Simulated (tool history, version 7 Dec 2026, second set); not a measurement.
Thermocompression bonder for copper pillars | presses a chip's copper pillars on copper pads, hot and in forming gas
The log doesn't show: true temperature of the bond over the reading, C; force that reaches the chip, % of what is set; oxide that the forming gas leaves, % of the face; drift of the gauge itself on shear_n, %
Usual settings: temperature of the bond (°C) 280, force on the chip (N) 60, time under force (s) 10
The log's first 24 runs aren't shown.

run    hour  temperature of the bond (°C)  force on the chip (N)  time under force (s)  hours of work since the heater was calibrated  hours of work since the force cell was calibrated  hours of work since the gas filter was changed  force that shears a chip off (N)
 25   721.6                           268                     80                    11                                            243                                               1161                                              52                              84.6
 26   755.0                           267                     44                    25                                            261                                               1180                                              71                              79.3
 27   776.1                           292                     59                    10                                            273                                               1192                                              83                              84.9
 28   819.4                           292                     59                    10                                            297                                               1216                                             107                              85.0
 29   858.2                           304                     59                    25                                            319                                               1238                                             129                             102.6
      868.6  -- force cell calibrated
 30   901.9                           279                     70                    10                                            343                                                 19                                             152                              84.9
 31   930.9                           253                     37                    23                                            359                                                 35                                             168                              64.3
 32   959.8                           253                     37                    23                                            375                                                 51                                             185                              64.3
 33   980.5                           309                     57                    16                                            387                                                 63                                             196                              98.9
 34  1015.3                           280                     59                    20                                            406                                                 82                                             216                              91.8
     1042.7  -- forming gas filter changed
 35  1054.4                           284                     68                    17                                            428                                                104                                               7                              96.9
 36  1072.8                           296                     60                    20                                            438                                                114                                              17                             100.5
 37  1092.4                           296                     60                    20                                            449                                                125                                              28                             100.4
 38  1127.8                           292                     76                    17                                            469                                                145                                              48                             101.9
 39  1147.1                           280                     45                     8                                            480                                                156                                              59                              66.9
 40  1178.2                           280                     60                     9                                            497                                                173                                              76                              79.4

Forecast each of these 4 alternatives for the next run:
  A  1211.4                           280                     57                     5                                            516                                                192                                              95                                 ?
  B  1211.4                           263                     68                     8                                            516                                                192                                              95                                 ?
  C  1211.4                           301                     71                    25                                            516                                                192                                              95                                 ?
  D  1211.4                           280                     59                    13                                            516                                                192                                              95                                 ?

run  force that shears a chip off (N)
  A                              65.7
  B                              71.6
  C                             106.2
  D                              85.8
Without the tool's hidden state the same runs would have given:
run  force that shears a chip off (N)
  A                              64.8
  B                              70.6
  C                             106.8
  D                              85.3
